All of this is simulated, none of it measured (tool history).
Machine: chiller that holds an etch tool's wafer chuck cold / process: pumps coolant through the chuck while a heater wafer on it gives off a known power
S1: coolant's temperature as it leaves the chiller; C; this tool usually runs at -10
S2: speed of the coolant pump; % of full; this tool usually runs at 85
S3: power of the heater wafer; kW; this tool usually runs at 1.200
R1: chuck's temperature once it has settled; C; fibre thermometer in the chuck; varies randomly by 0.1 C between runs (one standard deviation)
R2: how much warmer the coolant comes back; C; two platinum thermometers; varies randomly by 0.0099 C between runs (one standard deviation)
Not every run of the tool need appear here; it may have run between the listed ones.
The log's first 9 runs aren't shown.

{"run": 10, "hour": 1293.3, "S1": -10, "S2": 85, "S3": 1.2, "R1": -1.0, "R2": 3.032}
{"run": 11, "hour": 1453.1, "S1": -1, "S2": 85, "S3": 1.2, "R1": 8.1, "R2": 3.034}
{"run": 12, "hour": 1555.8, "S1": -1, "S2": 85, "S3": 1.2, "R1": 8.3, "R2": 3.038}
{"run": 13, "hour": 1678.1, "S1": -10, "S2": 88, "S3": 1.2, "R1": -0.9, "R2": 2.948}
{"run": 14, "hour": 1803.6, "S1": -5, "S2": 88, "S3": 1.2, "R1": 4.2, "R2": 2.944}
{"run": 15, "hour": 1949.4, "S1": -5, "S2": 88, "S3": 1.2, "R1": 4.2, "R2": 2.936}
{"run": 16, "hour": 2086.5, "S1": -10, "S2": 85, "S3": 1.2, "R1": -0.5, "R2": 3.049}
{"run": 17, "hour": 2252.6, "S1": -15, "S2": 85, "S3": 0.613, "R1": -9.4, "R2": 1.555}
{"run": 18, "hour": 2455.1, "S1": -15, "S2": 85, "S3": 0.613, "R1": -9.5, "R2": 1.564}
{"hour": 2472.3, "done": "coolant pump overhauled"}
{"run": 19, "hour": 2605.8, "S1": -16, "S2": 74, "S3": 1.09, "R1": -5.9, "R2": 3.299}
{"run": 20, "hour": 2772.2, "S1": -10, "S2": 62, "S3": 0.657, "R1": -2.3, "R2": 2.382}
{"run": 21, "hour": 2923.8, "S1": -10, "S2": 62, "S3": 0.657, "R1": -2.3, "R2": 2.417}
{"hour": 3095.5, "done": "coolant changed, channels flushed"}
{"run": 22, "hour": 3131.2, "S1": -10, "S2": 70, "S3": 1.2, "R1": 0.5, "R2": 3.85}
{"run": 23, "hour": 3288.5, "S1": -11, "S2": 61, "S3": 0.889, "R1": -1.9, "R2": 3.324}
{"run": 24, "hour": 3419.9, "S1": -1, "S2": 83, "S3": 1.396, "R1": 9.4, "R2": 3.733}
{"run": 25, "hour": 3601.9, "S1": -13, "S2": 89, "S3": 0.897, "R1": -6.1, "R2": 2.223}
{"hour": 3781.2, "done": "coolant pump overhauled, once more"}
{"run": 26, "hour": 3805.7, "S1": -13, "S2": 89, "S3": 0.897, "R1": -6.5, "R2": 2.117}
{"run": 27, "hour": 3989.3, "S1": -13, "S2": 82, "S3": 1.528, "R1": -1.6, "R2": 3.957}
{"hour": 4122.1, "done": "chiller's thermometer calibrated"}
{"run": 28, "hour": 4206.8, "S1": -10, "S2": 85, "S3": 1.035, "R1": -3.3, "R2": 2.578}
{"run": 29, "hour": 4406.0, "S1": -10, "S2": 85, "S3": 1.035, "R1": -3.3, "R2": 2.576}
{"run": 30, "hour": 4560.3, "S1": -10, "S2": 85, "S3": 1.035, "R1": -2.9, "R2": 2.564}
{"run": 31, "hour": 4679.2, "S1": -10, "S2": 85, "S3": 1.035, "R1": -2.9, "R2": 2.588}

What if the next run were any one of these 3? Each begins from the tool's condition after run 31:
{"run": "A", "hour": 4885.4, "S1": -10, "S2": 76, "S3": 1.547, "R1": "?", "R2": "?"}
{"run": "B", "hour": 4885.4, "S1": -16, "S2": 77, "S3": 0.622, "R1": "?", "R2": "?"}
{"run": "C", "hour": 4885.4, "S1": -12, "S2": 85, "S3": 1.035, "R1": "?", "R2": "?"}

run=A R1=1.3 R2=4.378
run=B R1=-11.4 R2=1.742
run=C R1=-5.0 R2=2.571
Had the tool no hidden state, the same runs would have come out as:
run=A R1=0.5 R2=4.305
run=B R1=-11.8 R2=1.713
run=C R1=-5.6 R2=2.528

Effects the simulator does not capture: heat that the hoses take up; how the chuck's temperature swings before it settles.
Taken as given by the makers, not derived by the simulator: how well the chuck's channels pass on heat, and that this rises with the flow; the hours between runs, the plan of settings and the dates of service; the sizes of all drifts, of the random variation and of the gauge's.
